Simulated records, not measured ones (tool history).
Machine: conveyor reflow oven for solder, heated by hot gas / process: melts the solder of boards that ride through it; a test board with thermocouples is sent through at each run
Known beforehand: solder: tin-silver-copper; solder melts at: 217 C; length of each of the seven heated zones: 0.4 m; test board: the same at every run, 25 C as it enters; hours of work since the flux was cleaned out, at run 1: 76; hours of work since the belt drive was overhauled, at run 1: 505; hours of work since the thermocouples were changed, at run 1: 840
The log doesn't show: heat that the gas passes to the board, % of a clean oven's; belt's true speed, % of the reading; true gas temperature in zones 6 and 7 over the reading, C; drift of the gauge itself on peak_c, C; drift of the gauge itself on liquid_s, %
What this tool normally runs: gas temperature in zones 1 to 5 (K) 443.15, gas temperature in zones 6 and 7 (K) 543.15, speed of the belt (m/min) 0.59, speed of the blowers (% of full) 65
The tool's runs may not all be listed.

run	hour	gas temperature in zones 1 to 5 (K)	gas temperature in zones 6 and 7 (K)	speed of the belt (m/min)	speed of the blowers (% of full)	hours of work since the flux was cleaned out	hours of work since the belt drive was overhauled	hours of work since the thermocouples were changed	highest temperature of the board (K)	time above the solder's melting point (s)
1	0	443.15	543.15	0.59	65	76	505	840	527.93	61.46
2	43.8	443.15	543.15	0.59	65	101	530	865	527.9	61.39
3	83.6	443.15	543.15	0.59	65	124	553	887	527.89	61.37
4	157.6	443.15	543.15	0.59	65	165	594	929	527.92	61.35
5	194.5	443.15	543.15	0.59	65	186	615	950	527.85	61.48
6	273.2	443.15	543.15	0.59	65	231	660	994	527.86	61.42
7	358.9	443.15	543.15	0.59	65	279	708	1043	527.83	61.4
# hour 371.3: flux residue cleaned out of gas plates and filters
8	439.7	443.15	543.15	0.59	65	39	751	1086	527.93	61.45

For run 9, what comes out?
9	510.4	443.15	543.15	0.477	80	79	791	1126	?	?

{"run 9": {"highest temperature of the board (K)": 535.2, "time above the solder's melting point (s)": 84.23}}
With no hidden state in the tool, this same run would have given highest temperature of the board (K) 535.13, time above the solder's melting point (s) 84.18.
